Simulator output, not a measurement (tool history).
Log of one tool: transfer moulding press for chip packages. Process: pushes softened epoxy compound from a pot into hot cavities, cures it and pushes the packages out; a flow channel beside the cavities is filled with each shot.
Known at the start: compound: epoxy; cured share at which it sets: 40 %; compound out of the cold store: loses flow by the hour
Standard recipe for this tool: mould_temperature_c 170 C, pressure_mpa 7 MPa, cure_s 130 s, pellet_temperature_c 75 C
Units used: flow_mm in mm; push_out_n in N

run	hour	mould_temperature_c	pressure_mpa	cure_s	pellet_temperature_c	incoming compound's hours out of the cold store	flow_mm	push_out_n
1	0	170	7	130	75	20.3	806	504
2	32.4	170	7	144	75	32.1	780	443
3	59.2	170	5.86	130	75	34.7	703	525
4	81	170	7	130	75	33.5	776	534
# hour 94.8: cavities cleaned with cleaning compound and waxed
5	100.2	170	7	130	75	12.4	824	323
6	127.7	170	7	130	75	14.9	813	394
7	146.2	170	7	130	75	27.1	786	427
8	163.2	170	7	148	75	15.5	819	401
9	189.4	170	7	148	75	26.6	788	409
10	215.9	170	7	148	75	47.9	736	439
# hour 219.2: mould's thermocouples calibrated
11	232.6	178	7	163	75	18.6	788	421
12	250.3	178	5.45	163	71	10.8	710	430
13	267.9	178	5.45	163	71	47.9	638	439
# hour 285.6: cavities cleaned with cleaning compound and waxed
14	286.8	167	5.45	156	71	22.6	709	284
# hour 294.8: plunger's sealing rings changed
15	320.7	167	5.45	156	71	35.2	704	357

What if the next run were any one of these 3? Each begins from the tool's condition after run 15:
A	342.9	167	5.45	119	75	24.3	?	?
B	342.9	172	7	130	75	47.3	?	?
C	342.9	175	6.73	117	71	31.7	?	?

run	flow_mm	push_out_n
A	727	646
B	764	402
C	772	414
The same runs, with their run-to-run variation unchanged, on a tool lacking any hidden condition would have given:
run	flow_mm	push_out_n
A	727	425
B	764	275
C	772	279
